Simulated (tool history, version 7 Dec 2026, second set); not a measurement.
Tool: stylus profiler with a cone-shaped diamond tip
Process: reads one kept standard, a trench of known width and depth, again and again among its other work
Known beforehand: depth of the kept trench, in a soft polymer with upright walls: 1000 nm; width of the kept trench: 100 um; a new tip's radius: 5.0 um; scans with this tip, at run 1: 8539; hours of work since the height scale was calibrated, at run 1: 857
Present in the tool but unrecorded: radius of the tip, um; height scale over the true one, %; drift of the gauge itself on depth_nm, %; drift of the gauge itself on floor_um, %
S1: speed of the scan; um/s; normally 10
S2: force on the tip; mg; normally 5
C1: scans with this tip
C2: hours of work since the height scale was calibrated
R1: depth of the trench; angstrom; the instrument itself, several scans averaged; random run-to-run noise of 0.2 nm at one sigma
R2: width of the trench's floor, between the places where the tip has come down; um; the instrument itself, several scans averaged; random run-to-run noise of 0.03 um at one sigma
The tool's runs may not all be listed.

| run | day | S1 | S2 | C1 | C2 | R1 | R2 |
|---|---|---|---|---|---|---|---|
| 1 | 0 | 10 | 5 | 8539 | 857 | 10089.8 | 90.06 |
| 2 | 2.208 | 10 | 5 | 8761 | 879 | 10092.9 | 89.97 |
| 3 | 4.942 | 10 | 6.54 | 9035 | 907 | 10112.9 | 89.87 |
| 4 | 6.858 | 10 | 5 | 9228 | 926 | 10096.1 | 89.75 |
| 5 | 9.529 | 6 | 5 | 9496 | 953 | 10091.5 | 89.7 |
| 6 | 11.538 | 6 | 5 | 9697 | 973 | 10093.8 | 89.64 |
| 7 | 13.246 | 10 | 5 | 9869 | 990 | 10090.4 | 89.56 |
|  | 15.454 | new tip fitted, height scale calibrated |
| 8 | 15.525 | 10 | 5 | 8 | 1 | 10112 | 94.04 |
| 9 | 17.442 | 10 | 5 | 200 | 20 | 10111.1 | 94.02 |
| 10 | 20.096 | 10 | 5 | 467 | 47 | 10110.3 | 93.81 |
| 11 | 21.583 | 10 | 5 | 616 | 62 | 10104.9 | 93.67 |
| 12 | 23 | 10 | 5 | 758 | 76 | 10109.9 | 93.69 |
| 13 | 24.467 | 10 | 5 | 905 | 91 | 10107.1 | 93.59 |
| 14 | 25.758 | 10 | 5 | 1035 | 104 | 10110.6 | 93.59 |
| 15 | 28.362 | 10 | 5 | 1297 | 130 | 10109.1 | 93.34 |
| 16 | 29.817 | 10 | 5 | 1442 | 145 | 10110.4 | 93.31 |
| 17 | 31.617 | 10 | 5 | 1623 | 163 | 10110.1 | 93.15 |
| 18 | 32.842 | 10 | 5.03 | 1746 | 175 | 10108.2 | 93.13 |
| 19 | 33.958 | 10 | 5.03 | 1859 | 187 | 10106.3 | 93.06 |
| 20 | 36.142 | 3 | 4.93 | 2078 | 208 | 10108 | 92.96 |
| 21 | 38.867 | 6 | 8.42 | 2351 | 236 | 10154.6 | 92.88 |
| 22 | 41.4 | 9 | 2.39 | 2606 | 261 | 10066.4 | 92.72 |
| 23 | 43.925 | 20 | 5 | 2859 | 287 | 10102 | 92.52 |
| 24 | 45.988 | 20 | 5 | 3066 | 308 | 10106.3 | 92.46 |
| 25 | 48.321 | 3 | 5.38 | 3301 | 331 | 10110 | 92.38 |
| 26 | 50.079 | 3 | 5.38 | 3477 | 349 | 10111.5 | 92.27 |
| 27 | 52.8 | 3 | 5.38 | 3750 | 376 | 10107.5 | 92.16 |
| 28 | 55.346 | 3 | 3.31 | 4006 | 402 | 10079.4 | 92.04 |
| 29 | 56.533 | 3 | 3.31 | 4125 | 414 | 10077.7 | 91.95 |
| 30 | 57.871 | 3 | 3.31 | 4259 | 427 | 10076.3 | 91.87 |
| 31 | 60.012 | 7 | 14.05 | 4474 | 449 | 10213.9 | 91.86 |
| 32 | 62.025 | 7 | 14.05 | 4677 | 469 | 10211.3 | 91.73 |
| 33 | 63.858 | 24 | 3.86 | 4861 | 488 | 10089 | 91.62 |
| 34 | 65.462 | 10 | 3.79 | 5022 | 504 | 10083.3 | 91.64 |
| 35 | 67.421 | 13 | 1.71 | 5219 | 524 | 10045.4 | 91.5 |
| 36 | 69.383 | 13 | 4.99 | 5416 | 543 | 10104 | 91.4 |
| 37 | 71.854 | 13 | 2.18 | 5664 | 568 | 10055.8 | 91.29 |
| 38 | 73.254 | 6 | 5.1 | 5804 | 583 | 10098.9 | 91.3 |

Branching from run 38: 4 alternative next runs. What would each branch give?
| A | 74.421 | 2 | 6.96 | 5921 | 594 | ? | ? |
| B | 74.421 | 10 | 1.96 | 5921 | 594 | ? | ? |
| C | 74.421 | 19 | 14.17 | 5921 | 594 | ? | ? |
| D | 74.421 | 28 | 5 | 5921 | 594 | ? | ? |

| run | R1 | R2 |
|---|---|---|
| A | 10126.8 | 91.26 |
| B | 10046.3 | 91.2 |
| C | 10209.7 | 91.24 |
| D | 10099.5 | 91.15 |
Without the tool's unlogged condition, the same runs would have read:
| run | R1 | R2 |
|---|---|---|
| A | 10134.6 | 94.02 |
| B | 10054 | 93.96 |
| C | 10217.6 | 94 |
| D | 10107.3 | 93.91 |
